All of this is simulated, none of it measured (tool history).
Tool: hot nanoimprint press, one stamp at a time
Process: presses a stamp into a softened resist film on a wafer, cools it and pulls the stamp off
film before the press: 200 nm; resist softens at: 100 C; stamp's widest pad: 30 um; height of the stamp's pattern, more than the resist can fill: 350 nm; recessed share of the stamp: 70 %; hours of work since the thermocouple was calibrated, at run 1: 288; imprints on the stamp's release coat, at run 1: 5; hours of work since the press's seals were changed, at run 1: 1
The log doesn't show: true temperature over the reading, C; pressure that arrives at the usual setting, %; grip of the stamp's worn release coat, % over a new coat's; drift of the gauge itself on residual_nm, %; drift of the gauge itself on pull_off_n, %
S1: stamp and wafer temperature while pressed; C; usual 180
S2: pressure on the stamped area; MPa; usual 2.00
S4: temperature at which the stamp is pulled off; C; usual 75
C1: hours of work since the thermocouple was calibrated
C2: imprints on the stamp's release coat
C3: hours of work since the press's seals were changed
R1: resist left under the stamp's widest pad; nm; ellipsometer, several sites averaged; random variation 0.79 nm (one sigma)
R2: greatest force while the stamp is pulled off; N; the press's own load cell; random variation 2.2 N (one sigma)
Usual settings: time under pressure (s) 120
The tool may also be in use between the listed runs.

Run 1, day 0.000: usual settings; C1 288; C2 5; C3 1. Result: R1 95.9 nm, R2 92 N.
Run 2, day 0.850: usual settings; C1 301; C2 49; C3 14. Result: R1 96.2 nm, R2 98 N.
Run 3, day 2.738: usual settings; C1 328; C2 146; C3 42. Result: R1 95.6 nm, R2 100 N.
Run 4, day 4.188: usual settings; C1 350; C2 222; C3 63. Result: R1 96.0 nm, R2 106 N.
Run 5, day 6.088: usual settings; C1 378; C2 320; C3 91. Result: R1 95.2 nm, R2 102 N.
Run 6, day 7.525: usual settings; C1 399; C2 394; C3 112. Result: R1 95.0 nm, R2 107 N.
Run 7, day 8.771: usual settings but S2 2.15 MPa; C1 418; C2 459; C3 131. Result: R1 93.2 nm, R2 109 N.
Run 8, day 9.658: usual settings but S2 2.15 MPa; C1 431; C2 505; C3 144. Result: R1 91.5 nm, R2 107 N.
Run 9, day 11.033: usual settings but S2 2.15 MPa; C1 451; C2 576; C3 164. Result: R1 92.4 nm, R2 117 N.
At day 11.742: plate thermocouple calibrated.
Run 10, day 12.842: usual settings; C1 16; C2 663; C3 189. Result: R1 100.7 nm, R2 120 N.
Run 11, day 14.292: usual settings but S2 1.23 MPa; C1 38; C2 738; C3 211. Result: R1 119.6 nm, R2 123 N.
Run 12, day 16.121: usual settings but S2 1.23 MPa; C1 65; C2 833; C3 238. Result: R1 118.7 nm, R2 123 N.
Run 13, day 17.562: usual settings but S2 1.23 MPa; C1 86; C2 908; C3 259. Result: R1 118.3 nm, R2 138 N.
Run 14, day 18.762: usual settings; C1 104; C2 970; C3 277. Result: R1 99.7 nm, R2 130 N.
Run 15, day 20.742: usual settings; C1 133; C2 1072; C3 306. Result: R1 99.3 nm, R2 135 N.
Run 16, day 22.075: usual settings; C1 153; C2 1141; C3 326. Result: R1 98.5 nm, R2 137 N.
Run 17, day 23.100: usual settings; C1 168; C2 1195; C3 341. Result: R1 100.0 nm, R2 139 N.
Run 18, day 23.925: usual settings but S2 2.13 MPa, time under pressure (s) 98; C1 180; C2 1237; C3 353. Result: R1 103.8 nm, R2 141 N.
Run 19, day 25.479: usual settings but S2 2.13 MPa, time under pressure (s) 98; C1 203; C2 1318; C3 376. Result: R1 103.8 nm, R2 148 N.
At day 27.604: stamp cleaned and given a new release coat.
Run 20, day 27.742: usual settings but S2 2.13 MPa, time under pressure (s) 98; C1 233; C2 7; C3 406. Result: R1 104.1 nm, R2 94 N.
Run 21, day 28.650: usual settings but S2 2.13 MPa, time under pressure (s) 98; C1 246; C2 54; C3 419. Result: R1 102.7 nm, R2 100 N.
Run 22, day 29.608: usual settings but S2 2.92 MPa, time under pressure (s) 123; C1 260; C2 104; C3 433. Result: R1 83.6 nm, R2 99 N.
Run 23, day 30.608: usual settings but S2 2.92 MPa, time under pressure (s) 123, S4 70 C; C1 275; C2 155; C3 448. Result: R1 83.5 nm, R2 105 N.
Run 24, day 31.879: usual settings but S2 2.92 MPa, time under pressure (s) 123, S4 70 C; C1 294; C2 221; C3 467. Result: R1 84.2 nm, R2 112 N.
Run 25, day 33.379: usual settings but S2 2.71 MPa, time under pressure (s) 61, S4 70 C; C1 316; C2 299; C3 489. Result: R1 111.0 nm, R2 111 N.
Run 26, day 34.450: usual settings but S2 1.57 MPa, time under pressure (s) 81, S4 73 C; C1 332; C2 354; C3 505. Result: R1 121.1 nm, R2 113 N.
Run 27, day 35.621: usual settings but S1 176 C, S4 82 C; C1 349; C2 415; C3 522. Result: R1 113.2 nm, R2 99 N.
Run 28, day 36.954: usual settings but S2 3.09 MPa, time under pressure (s) 69; C1 369; C2 484; C3 542. Result: R1 101.1 nm, R2 114 N.
Run 29, day 38.146: usual settings but S2 3.09 MPa, time under pressure (s) 69; C1 386; C2 546; C3 559. Result: R1 101.7 nm, R2 114 N.

Forecast each of these 5 alternatives for the next run:
Run A, day 39.808: usual settings but S1 169 C, S2 2.18 MPa, time under pressure (s) 221; C1 411; C2 632; C3 584. Result: R1 ?, R2 ?.
Run B, day 39.808: usual settings but S1 186 C, S2 3.20 MPa, S4 77 C; C1 411; C2 632; C3 584. Result: R1 ?, R2 ?.
Run C, day 39.808: usual settings but S2 1.92 MPa, time under pressure (s) 95; C1 411; C2 632; C3 584. Result: R1 ?, R2 ?.
Run D, day 39.808: usual settings but S2 1.65 MPa, time under pressure (s) 113; C1 411; C2 632; C3 584. Result: R1 ?, R2 ?.
Run E, day 39.808: usual settings but S1 185 C, S2 3.09 MPa, time under pressure (s) 69, S4 68 C; C1 411; C2 632; C3 584. Result: R1 ?, R2 ?.

run     R1   R2
  A  117.1  113
  B   61.7  117
  C  105.8  114
  D  106.8  118
  E   82.3  128
Without the tool's hidden state the same runs would have given:
run     R1   R2
  A  124.7   92
  B   65.1   95
  C  112.2   93
  D  113.5   96
  E   86.7  104
